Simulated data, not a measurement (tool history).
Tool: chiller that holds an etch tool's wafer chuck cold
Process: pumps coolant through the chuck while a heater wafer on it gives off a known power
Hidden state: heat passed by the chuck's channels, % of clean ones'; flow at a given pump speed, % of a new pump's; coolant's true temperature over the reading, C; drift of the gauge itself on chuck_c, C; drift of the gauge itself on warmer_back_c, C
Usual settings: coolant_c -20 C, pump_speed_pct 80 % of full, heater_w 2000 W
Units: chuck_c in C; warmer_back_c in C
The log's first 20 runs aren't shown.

| run | day | coolant_c | pump_speed_pct | heater_w | hours since the coolant was changed and the channels were flushed | hours since the pump was overhauled | hours since the chiller's thermometer was calibrated | chuck_c | warmer_back_c |
|---|---|---|---|---|---|---|---|---|---|
| 21 | 35.967 | -21 | 71 | 2000 | 6248 | 189 | 5269 | 4.3 | 7.76 |
| 22 | 37.871 | -22 | 63 | 2000 | 6294 | 234 | 5315 | 5.4 | 8.63 |
| 23 | 40.429 | -28 | 80 | 2000 | 6355 | 296 | 5376 | -4.6 | 6.97 |
| 24 | 42.075 | -17 | 80 | 2000 | 6394 | 335 | 5416 | 6.2 | 6.86 |
| 25 | 43.946 | -22 | 78 | 1875 | 6439 | 380 | 5461 | 0.2 | 6.70 |
|  | 45.125 | chiller's thermometer calibrated |
| 26 | 46.429 | -30 | 69 | 2714 | 6498 | 439 | 31 | 4.8 | 10.84 |
| 27 | 48.588 | -29 | 80 | 2000 | 6550 | 491 | 83 | -5.8 | 6.91 |
| 28 | 50.658 | -29 | 80 | 2000 | 6600 | 540 | 133 | -5.9 | 6.94 |
| 29 | 53.196 | -27 | 93 | 2702 | 6660 | 601 | 194 | 1.3 | 8.05 |
| 30 | 55.446 | -27 | 93 | 2702 | 6714 | 655 | 248 | 1.5 | 8.14 |
| 31 | 57.154 | -27 | 93 | 2702 | 6755 | 696 | 289 | 1.6 | 8.15 |

Forecast each of these 3 alternatives for the next run:
| A | 59.208 | -27 | 93 | 2275 | 6805 | 745 | 338 | ? | ? |
| B | 59.208 | -17 | 74 | 1324 | 6805 | 745 | 338 | ? | ? |
| C | 59.208 | -27 | 65 | 2157 | 6805 | 745 | 338 | ? | ? |

| run | chuck_c | warmer_back_c |
|---|---|---|
| A | -3.0 | 6.83 |
| B | -0.7 | 4.94 |
| C | 2.0 | 9.19 |
Without the tool's hidden state the same runs would have given:
| run | chuck_c | warmer_back_c |
|---|---|---|
| A | -5.3 | 6.75 |
| B | -2.2 | 4.88 |
| C | -0.7 | 9.08 |
